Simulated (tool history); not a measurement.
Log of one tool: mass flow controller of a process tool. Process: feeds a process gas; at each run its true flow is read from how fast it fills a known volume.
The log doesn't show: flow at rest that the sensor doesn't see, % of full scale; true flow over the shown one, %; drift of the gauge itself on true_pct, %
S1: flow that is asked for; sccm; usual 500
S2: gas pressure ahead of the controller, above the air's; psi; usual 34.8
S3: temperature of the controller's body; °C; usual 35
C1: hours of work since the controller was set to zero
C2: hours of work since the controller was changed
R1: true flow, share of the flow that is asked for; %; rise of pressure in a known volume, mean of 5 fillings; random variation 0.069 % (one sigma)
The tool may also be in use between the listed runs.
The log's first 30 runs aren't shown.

run	hour	S1	S2	S3	C1	C2	R1
31	11483.4	145	35.7	31	677	3429	96.97
32	11740.3	186	29.2	27	781	3532	97.12
33	12202.3	500	31.8	22	967	3718	98.11
34	12446.3	500	31.8	22	1065	3816	98.03
35	12768.6	197	38.7	31	1194	3946	97.08
36	13024.6	244	38.3	24	1297	4049	97.89
37	13529.0	526	26.5	25	1500	4252	97.49
38	13953.1	425	21.9	27	1671	4422	96.75
39	14437.5	519	32.9	24	1866	4617	98.11
40	14697.1	519	32.9	24	1970	4722	97.69
41	14987.0	519	32.9	34	2087	4838	96.79
42	15368.8	123	20.7	33	2240	4992	96.40
43	15825.9	123	20.7	33	2424	5176	96.44
44	16278.4	123	20.7	33	2606	5358	96.51
45	16710.0	123	20.7	33	2779	5531	96.58
46	16951.7	500	29.3	21	2877	5628	97.83
47	17422.2	102	38.0	35	3066	5818	97.82

5 ways to go on from here, each from the tool as it stands after run 47. What would each give?
A	17789.3	119	23.8	21	3214	5965	?
B	17789.3	500	21.0	35	3214	5965	?
C	17789.3	853	22.0	36	3214	5965	?
D	17789.3	500	34.8	34	3214	5965	?
E	17789.3	500	24.8	32	3214	5965	?

run	R1
A	98.13
B	95.91
C	96.55
D	96.75
E	96.48
Without the tool's hidden state the same runs would have given:
run	R1
A	98.02
B	97.39
C	98.25
D	98.24
E	97.97
